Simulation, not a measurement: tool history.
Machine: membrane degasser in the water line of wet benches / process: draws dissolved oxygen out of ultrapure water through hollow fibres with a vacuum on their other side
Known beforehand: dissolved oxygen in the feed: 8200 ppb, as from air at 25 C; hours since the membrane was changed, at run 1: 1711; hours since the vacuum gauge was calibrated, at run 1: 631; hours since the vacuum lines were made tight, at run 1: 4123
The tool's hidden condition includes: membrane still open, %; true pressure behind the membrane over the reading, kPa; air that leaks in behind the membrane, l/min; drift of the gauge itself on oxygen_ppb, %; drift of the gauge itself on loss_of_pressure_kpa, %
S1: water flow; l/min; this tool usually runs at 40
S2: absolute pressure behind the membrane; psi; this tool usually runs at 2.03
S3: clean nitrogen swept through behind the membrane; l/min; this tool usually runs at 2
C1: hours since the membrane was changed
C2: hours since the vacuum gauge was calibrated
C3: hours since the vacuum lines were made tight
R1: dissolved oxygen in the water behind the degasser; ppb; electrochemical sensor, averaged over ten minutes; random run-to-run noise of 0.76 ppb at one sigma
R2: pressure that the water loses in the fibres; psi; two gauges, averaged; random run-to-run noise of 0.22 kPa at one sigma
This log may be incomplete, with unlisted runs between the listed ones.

run 1 hour=0 | S1=40 S2=2.03 S3=2 | C1=1711 C2=631 C3=4123 | R1=465.4 R2=7.588
run 2 hour=109.1 | S1=40 S2=2.03 S3=2 | C1=1820 C2=740 C3=4232 | R1=465.6 R2=7.609
run 3 hour=227.5 | S1=40 S2=2.03 S3=2 | C1=1938 C2=859 C3=4350 | R1=464.1 R2=7.585
run 4 hour=449.2 | S1=40 S2=2.03 S3=2 | C1=2160 C2=1081 C3=4572 | R1=465.3 R2=7.575
run 5 hour=668.3 | S1=40 S2=2.03 S3=2 | C1=2379 C2=1300 C3=4791 | R1=466.2 R2=7.591
run 6 hour=875 | S1=40 S2=1.36 S3=2 | C1=2585 C2=1506 C3=4998 | R1=276.1 R2=7.684
run 7 hour=1072.2 | S1=40 S2=1.36 S3=2 | C1=2783 C2=1704 C3=5195 | R1=276.7 R2=7.604
run 8 hour=1231.1 | S1=40 S2=1.36 S3=4.52 | C1=2942 C2=1862 C3=5354 | R1=136.4 R2=7.575
run 9 hour=1371.6 | S1=59 S2=1.36 S3=4.52 | C1=3082 C2=2003 C3=5494 | R1=237 R2=11.349
run 10 hour=1501.3 | S1=59 S2=1.36 S3=4.52 | C1=3212 C2=2133 C3=5624 | R1=237.4 R2=11.194
run 11 hour=1620.1 | S1=40 S2=4.28 S3=2 | C1=3331 C2=2251 C3=5743 | R1=1049.2 R2=7.61
run 12 hour=1734.4 | S1=40 S2=1.28 S3=2 | C1=3445 C2=2366 C3=5857 | R1=251.4 R2=7.622
run 13 hour=1945.7 | S1=40 S2=1.28 S3=2 | C1=3656 C2=2577 C3=6068 | R1=251.5 R2=7.601
run 14 hour=2044.5 | S1=40 S2=1.28 S3=2 | C1=3755 C2=2676 C3=6167 | R1=251.5 R2=7.643
run 15 hour=2225.6 | S1=40 S2=1.28 S3=2.29 | C1=3936 C2=2857 C3=6348 | R1=225.3 R2=7.68
run 16 hour=2391 | S1=40 S2=4.06 S3=2 | C1=4102 C2=3022 C3=6514 | R1=997.2 R2=7.649
run 17 hour=2486.3 | S1=59 S2=4.06 S3=2 | C1=4197 C2=3118 C3=6609 | R1=1375.7 R2=11.284
run 18 hour=2591.1 | S1=41 S2=1.52 S3=3.23 | C1=4302 C2=3222 C3=6714 | R1=220.6 R2=7.89
run 19 hour=2724.9 | S1=41 S2=1.52 S3=3.23 | C1=4435 C2=3356 C3=6848 | R1=221.2 R2=7.883
run 20 hour=2902.2 | S1=41 S2=1.52 S3=3.23 | C1=4613 C2=3534 C3=7025 | R1=220.8 R2=7.883
run 21 hour=3002.5 | S1=40 S2=2.03 S3=2.16 | C1=4713 C2=3634 C3=7125 | R1=438.8 R2=7.702
run 22 hour=3211.3 | S1=40 S2=2.03 S3=2.16 | C1=4922 C2=3843 C3=7334 | R1=439.9 R2=7.751
run 23 hour=3391.9 | S1=55 S2=4.09 S3=2 | C1=5102 C2=4023 C3=7515 | R1=1308 R2=10.594
run 24 hour=3538.7 | S1=28 S2=1.68 S3=1.34 | C1=5249 C2=4170 C3=7661 | R1=380 R2=5.439
run 25 hour=3760.6 | S1=29 S2=1.35 S3=1.1 | C1=5471 C2=4392 C3=7883 | R1=339.6 R2=5.661
run 26 hour=3897.6 | S1=43 S2=2.03 S3=5.22 | C1=5608 C2=4529 C3=8020 | R1=221.6 R2=8.309
run 27 hour=4099 | S1=32 S2=2.92 S3=0.89 | C1=5810 C2=4730 C3=8222 | R1=1108.3 R2=6.241
run 28 hour=4267.8 | S1=28 S2=1.52 S3=0.89 | C1=5978 C2=4899 C3=8390 | R1=465.1 R2=5.432
run 29 hour=4462.3 | S1=40 S2=1.49 S3=2 | C1=6173 C2=5094 C3=8585 | R1=317.7 R2=7.796
-- hour=4522.6 seals of the vacuum lines changed
run 30 hour=4657.3 | S1=36 S2=2.03 S3=1.34 | C1=6366 C2=5287 C3=135 | R1=591.6 R2=7.01
run 31 hour=4812.4 | S1=36 S2=3.31 S3=1.37 | C1=6521 C2=5442 C3=290 | R1=996.2 R2=6.963

Per-run results on a tool with no hidden state, each run keeping its own random variation:
run=1 R1=464.1 R2=7.503
run=2 R1=464.1 R2=7.517
run=3 R1=462.5 R2=7.49
run=4 R1=463.4 R2=7.467
run=5 R1=464.1 R2=7.472
run=6 R1=274.4 R2=7.554
run=7 R1=274.7 R2=7.465
run=8 R1=134.7 R2=7.429
run=9 R1=230.9 R2=11.119
run=10 R1=231 R2=10.956
run=11 R1=1043.5 R2=7.443
run=12 R1=248.8 R2=7.448
run=13 R1=248.7 R2=7.419
run=14 R1=248.5 R2=7.455
run=15 R1=222.3 R2=7.481
run=16 R1=990.7 R2=7.443
run=17 R1=1366.1 R2=10.974
run=18 R1=217 R2=7.667
run=19 R1=217.6 R2=7.652
run=20 R1=216.9 R2=7.643
run=21 R1=433.9 R2=7.462
run=22 R1=434.7 R2=7.501
run=23 R1=1297.2 R2=10.238
run=24 R1=375.3 R2=5.253
run=25 R1=335.1 R2=5.458
run=26 R1=216.5 R2=8.005
run=27 R1=1101.4 R2=6.005
run=28 R1=459.6 R2=5.217
run=29 R1=311.6 R2=7.48
run=30 R1=587.3 R2=6.717
run=31 R1=992.1 R2=6.663
